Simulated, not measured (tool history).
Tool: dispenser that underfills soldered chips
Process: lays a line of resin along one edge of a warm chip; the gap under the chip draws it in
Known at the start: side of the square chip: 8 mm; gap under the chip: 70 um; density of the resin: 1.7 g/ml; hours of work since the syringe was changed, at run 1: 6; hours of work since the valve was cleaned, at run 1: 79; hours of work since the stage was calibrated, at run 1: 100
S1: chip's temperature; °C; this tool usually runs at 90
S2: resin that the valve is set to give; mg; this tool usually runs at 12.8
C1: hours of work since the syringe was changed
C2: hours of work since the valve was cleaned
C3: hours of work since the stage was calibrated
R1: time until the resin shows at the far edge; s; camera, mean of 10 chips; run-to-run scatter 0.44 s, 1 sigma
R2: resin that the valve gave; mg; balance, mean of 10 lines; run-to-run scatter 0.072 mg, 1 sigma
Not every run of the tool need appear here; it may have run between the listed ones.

run 1 hour=0 | S1=90 S2=12.8 | C1=6 C2=79 C3=100 | R1=47 R2=12.13
-- hour=5.8 new syringe of resin
run 2 hour=8 | S1=90 S2=12.8 | C1=2 C2=85 C3=106 | R1=34.3 R2=12.11
-- hour=12.4 dispensing valve cleaned and set on the balance
run 3 hour=17.7 | S1=90 S2=12.8 | C1=9 C2=4 C3=112 | R1=53.5 R2=12.72
-- hour=20.3 new syringe of resin
run 4 hour=24.7 | S1=90 S2=12.8 | C1=3 C2=10 C3=118 | R1=40 R2=12.79
run 5 hour=28.9 | S1=90 S2=12.8 | C1=7 C2=13 C3=121 | R1=49 R2=12.66
-- hour=34.4 new syringe of resin
run 6 hour=37.6 | S1=90 S2=12.1 | C1=3 C2=19 C3=128 | R1=35.8 R2=11.97
run 7 hour=42.4 | S1=90 S2=12.1 | C1=6 C2=23 C3=132 | R1=46.7 R2=11.85
-- hour=48.3 new syringe of resin
run 8 hour=49.9 | S1=90 S2=12.8 | C1=1 C2=29 C3=137 | R1=33.6 R2=12.54
run 9 hour=58.9 | S1=90 S2=12.8 | C1=8 C2=36 C3=144 | R1=53.5 R2=12.46
-- hour=62 new syringe of resin
run 10 hour=63 | S1=90 S2=12.8 | C1=1 C2=39 C3=147 | R1=32.9 R2=12.4
run 11 hour=67.8 | S1=90 S2=12.8 | C1=5 C2=43 C3=151 | R1=42 R2=12.43
-- hour=75.6 new syringe of resin
run 12 hour=76.7 | S1=90 S2=12.8 | C1=1 C2=50 C3=158 | R1=32.5 R2=12.44
run 13 hour=84.1 | S1=90 S2=12.8 | C1=7 C2=55 C3=164 | R1=47.4 R2=12.35
-- hour=89.6 new syringe of resin
run 14 hour=92.3 | S1=90 S2=12.8 | C1=2 C2=62 C3=170 | R1=34.6 R2=12.27
run 15 hour=101 | S1=90 S2=12.8 | C1=9 C2=69 C3=177 | R1=54.5 R2=12.16
-- hour=103.5 new syringe of resin
run 16 hour=108.9 | S1=88 S2=12.8 | C1=4 C2=75 C3=183 | R1=43.9 R2=12.18
run 17 hour=115.6 | S1=88 S2=12.8 | C1=10 C2=80 C3=188 | R1=62.3 R2=12.17
-- hour=117.3 new syringe of resin
run 18 hour=122 | S1=88 S2=12.8 | C1=4 C2=85 C3=193 | R1=41.3 R2=12.08
-- hour=127.1 dispensing valve cleaned and set on the balance
run 19 hour=129.7 | S1=88 S2=14.2 | C1=9 C2=2 C3=198 | R1=58.5 R2=14.26
-- hour=131.9 new syringe of resin
run 20 hour=137.4 | S1=88 S2=14.2 | C1=4 C2=8 C3=204 | R1=41.8 R2=14.11
run 21 hour=145.1 | S1=88 S2=14.2 | C1=10 C2=14 C3=210 | R1=63.2 R2=13.89
-- hour=145.8 new syringe of resin
run 22 hour=152.4 | S1=99 S2=13.5 | C1=5 C2=20 C3=216 | R1=29.5 R2=13.42
run 23 hour=156.5 | S1=99 S2=13.5 | C1=9 C2=23 C3=219 | R1=36.4 R2=13.3
-- hour=159.4 new syringe of resin
run 24 hour=161 | S1=92 S2=15.6 | C1=1 C2=26 C3=222 | R1=30.3 R2=15.46
run 25 hour=167.4 | S1=92 S2=15.6 | C1=6 C2=31 C3=227 | R1=41.2 R2=15.18
run 26 hour=171.8 | S1=92 S2=15.6 | C1=10 C2=35 C3=231 | R1=51.4 R2=15.29
-- hour=173.3 new syringe of resin
run 27 hour=180.7 | S1=92 S2=15.6 | C1=6 C2=41 C3=238 | R1=40.7 R2=15.2
-- hour=187.2 new syringe of resin
run 28 hour=189 | S1=95 S2=13.4 | C1=1 C2=48 C3=244 | R1=26.4 R2=13.06
run 29 hour=196.7 | S1=89 S2=12.8 | C1=7 C2=54 C3=250 | R1=50.1 R2=12.23
-- hour=201.2 new syringe of resin
run 30 hour=205.1 | S1=96 S2=12.5 | C1=3 C2=60 C3=256 | R1=29.1 R2=12.09
run 31 hour=210.6 | S1=89 S2=16.5 | C1=7 C2=65 C3=261 | R1=51 R2=15.99
-- hour=214.9 new syringe of resin
run 32 hour=217.8 | S1=90 S2=14.6 | C1=2 C2=70 C3=266 | R1=34.3 R2=13.93
run 33 hour=226.5 | S1=90 S2=14.6 | C1=9 C2=77 C3=273 | R1=54.7 R2=13.92
-- hour=229 new syringe of resin
run 34 hour=231 | S1=90 S2=14.6 | C1=2 C2=80 C3=276 | R1=31.6 R2=13.94
run 35 hour=237.3 | S1=89 S2=11.6 | C1=7 C2=85 C3=281 | R1=47.8 R2=11.01
-- hour=242 dispensing valve cleaned and set on the balance
-- hour=244.2 new syringe of resin
run 36 hour=246 | S1=101 S2=13.7 | C1=1 C2=3 C3=287 | R1=20.5 R2=13.66

Predict each of these 4 candidate next runs independently; none follows another, all start after run 36:
run A hour=250.9 | S1=80 S2=12.8 | C1=5 C2=7 C3=291 | R1=? R2=?
run B hour=250.9 | S1=76 S2=12.1 | C1=5 C2=7 C3=291 | R1=? R2=?
run C hour=250.9 | S1=101 S2=14.2 | C1=5 C2=7 C3=291 | R1=? R2=?
run D hour=250.9 | S1=90 S2=16.4 | C1=5 C2=7 C3=291 | R1=? R2=?

run=A R1=63.6 R2=12.75
run=B R1=75.9 R2=12.01
run=C R1=26.1 R2=14.05
run=D R1=40.9 R2=16.23
Without the tool's unlogged condition, the same runs would have read:
run=A R1=50.5 R2=12.84
run=B R1=60.4 R2=12.09
run=C R1=20.6 R2=14.15
run=D R1=32.3 R2=16.34
